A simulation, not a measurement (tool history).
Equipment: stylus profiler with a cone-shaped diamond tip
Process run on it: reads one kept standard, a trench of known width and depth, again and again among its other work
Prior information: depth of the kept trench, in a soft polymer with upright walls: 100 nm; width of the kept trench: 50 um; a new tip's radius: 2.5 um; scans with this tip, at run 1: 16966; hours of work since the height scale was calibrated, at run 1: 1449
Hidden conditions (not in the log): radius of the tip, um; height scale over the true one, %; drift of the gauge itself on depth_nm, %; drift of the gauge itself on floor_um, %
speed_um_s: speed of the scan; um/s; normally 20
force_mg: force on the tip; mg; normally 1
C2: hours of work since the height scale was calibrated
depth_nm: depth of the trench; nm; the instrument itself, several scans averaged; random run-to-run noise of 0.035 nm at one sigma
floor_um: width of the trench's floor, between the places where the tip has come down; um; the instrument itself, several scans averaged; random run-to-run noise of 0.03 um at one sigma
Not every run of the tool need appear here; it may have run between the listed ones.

run 1 day=0 | speed_um_s=20 force_mg=1 | scans_with_this_tip=16966 C2=1449 | depth_nm=101.45 floor_um=47.5
run 2 day=2.421 | speed_um_s=20 force_mg=1 | scans_with_this_tip=17251 C2=1473 | depth_nm=101.41 floor_um=47.43
run 3 day=6.029 | speed_um_s=20 force_mg=1 | scans_with_this_tip=17674 C2=1509 | depth_nm=101.4 floor_um=47.43
run 4 day=10.671 | speed_um_s=20 force_mg=1 | scans_with_this_tip=18218 C2=1556 | depth_nm=101.49 floor_um=47.42
run 5 day=13.246 | speed_um_s=20 force_mg=1 | scans_with_this_tip=18520 C2=1582 | depth_nm=101.41 floor_um=47.36
run 6 day=17.238 | speed_um_s=20 force_mg=1 | scans_with_this_tip=18989 C2=1622 | depth_nm=101.49 floor_um=47.41
run 7 day=20.792 | speed_um_s=20 force_mg=1 | scans_with_this_tip=19406 C2=1657 | depth_nm=101.51 floor_um=47.31
run 8 day=23.808 | speed_um_s=20 force_mg=1 | scans_with_this_tip=19760 C2=1687 | depth_nm=101.46 floor_um=47.3
-- day=25.562 new tip fitted, height scale calibrated
run 9 day=26.338 | speed_um_s=20 force_mg=1 | scans_with_this_tip=91 C2=8 | depth_nm=100.87 floor_um=48.49
run 10 day=31.379 | speed_um_s=20 force_mg=1 | scans_with_this_tip=683 C2=58 | depth_nm=100.84 floor_um=48.43
run 11 day=35.512 | speed_um_s=20 force_mg=1 | scans_with_this_tip=1167 C2=100 | depth_nm=100.86 floor_um=48.42
run 12 day=38.804 | speed_um_s=20 force_mg=1 | scans_with_this_tip=1554 C2=133 | depth_nm=100.88 floor_um=48.34
run 13 day=41.325 | speed_um_s=20 force_mg=1 | scans_with_this_tip=1849 C2=158 | depth_nm=100.89 floor_um=48.32
run 14 day=43.692 | speed_um_s=20 force_mg=1 | scans_with_this_tip=2127 C2=182 | depth_nm=100.89 floor_um=48.33
run 15 day=46.996 | speed_um_s=28 force_mg=0.42 | scans_with_this_tip=2515 C2=215 | depth_nm=100.55 floor_um=48.12
run 16 day=51.992 | speed_um_s=28 force_mg=0.42 | scans_with_this_tip=3101 C2=265 | depth_nm=100.56 floor_um=48.04
run 17 day=55.542 | speed_um_s=13 force_mg=1.47 | scans_with_this_tip=3517 C2=300 | depth_nm=101.18 floor_um=48.26
run 18 day=58.029 | speed_um_s=40 force_mg=0.56 | scans_with_this_tip=3810 C2=325 | depth_nm=100.73 floor_um=47.97
run 19 day=61.788 | speed_um_s=55 force_mg=0.74 | scans_with_this_tip=4250 C2=363 | depth_nm=100.86 floor_um=47.83
run 20 day=64.542 | speed_um_s=8 force_mg=0.42 | scans_with_this_tip=4573 C2=391 | depth_nm=100.52 floor_um=48.18
run 21 day=69.075 | speed_um_s=7 force_mg=0.4 | scans_with_this_tip=5106 C2=436 | depth_nm=100.6 floor_um=48.15
run 22 day=71.179 | speed_um_s=42 force_mg=0.98 | scans_with_this_tip=5352 C2=457 | depth_nm=100.95 floor_um=47.94
run 23 day=75.725 | speed_um_s=9 force_mg=2.39 | scans_with_this_tip=5886 C2=503 | depth_nm=101.64 floor_um=48.12

What does the tool deliver on the next run?
run 24 day=80.662 | speed_um_s=11 force_mg=1.85 | scans_with_this_tip=6465 C2=552 | depth_nm=? floor_um=?

{"run 24": {"depth_nm": 101.43, "floor_um": 48.14}}
With the hidden condition absent and the run-to-run variation left alone, this run would have shown depth_nm 101.28 nm, floor_um 48.55 um.
